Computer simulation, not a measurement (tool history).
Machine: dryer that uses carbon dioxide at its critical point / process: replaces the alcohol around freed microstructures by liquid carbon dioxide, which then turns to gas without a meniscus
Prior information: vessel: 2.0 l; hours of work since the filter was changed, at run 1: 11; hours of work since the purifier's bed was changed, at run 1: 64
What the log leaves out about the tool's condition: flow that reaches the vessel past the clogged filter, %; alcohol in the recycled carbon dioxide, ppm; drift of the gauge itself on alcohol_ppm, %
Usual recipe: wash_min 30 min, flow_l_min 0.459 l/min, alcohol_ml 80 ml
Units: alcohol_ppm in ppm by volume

| run | day | wash_min | flow_l_min | alcohol_ml | hours of work since the filter was changed | hours of work since the purifier's bed was changed | alcohol_ppm |
|---|---|---|---|---|---|---|---|
| 1 | 0 | 30 | 0.459 | 80 | 11 | 64 | 187 |
| 2 | 0.308 | 30 | 0.459 | 80 | 15 | 67 | 193 |
| 3 | 0.525 | 30 | 0.522 | 80 | 17 | 70 | 104 |
| 4 | 0.883 | 30 | 0.522 | 80 | 21 | 74 | 104 |
| 5 | 1.192 | 30 | 0.459 | 80 | 24 | 77 | 191 |
| 6 | 1.55 | 30 | 0.459 | 80 | 28 | 81 | 210 |
| 7 | 1.775 | 25 | 0.459 | 80 | 31 | 84 | 460 |
| 8 | 2.038 | 37 | 0.459 | 80 | 34 | 87 | 75 |
| 9 | 2.338 | 37 | 0.459 | 80 | 37 | 90 | 85 |
| 10 | 2.6 | 37 | 0.459 | 80 | 40 | 93 | 91 |
| 11 | 2.983 | 26 | 0.704 | 44 | 44 | 97 | 39 |
| 12 | 3.183 | 22 | 0.331 | 23 | 46 | 99 | 736 |
| 13 | 3.458 | 32 | 0.516 | 107 | 49 | 102 | 128 |
| 14 | 3.742 | 25 | 0.411 | 65 | 53 | 105 | 685 |
| 15 | 4.021 | 30 | 0.459 | 78 | 56 | 108 | 241 |
| 16 | 4.292 | 30 | 0.459 | 78 | 59 | 111 | 232 |
| 17 | 4.679 | 47 | 0.754 | 80 | 63 | 116 | 43 |
| 18 | 4.996 | 32 | 0.285 | 46 | 66 | 119 | 753 |
| 19 | 5.225 | 25 | 0.285 | 28 | 69 | 122 | 984 |

How would selected steps in alcohol_ppm from run to run divide? Give the signed amount a tool lacking its hidden state would still show from settings, what came in and random variation, and the signed amount left for the hidden state, including any gauge scatter that is not in both of the compared results.
Run 17 -> 18: wash_min 47 -> 32, flow_l_min 0.754 -> 0.285, alcohol_ml 80 -> 46. alcohol_ppm +710 ppm by volume: hidden state +156, all else +554.

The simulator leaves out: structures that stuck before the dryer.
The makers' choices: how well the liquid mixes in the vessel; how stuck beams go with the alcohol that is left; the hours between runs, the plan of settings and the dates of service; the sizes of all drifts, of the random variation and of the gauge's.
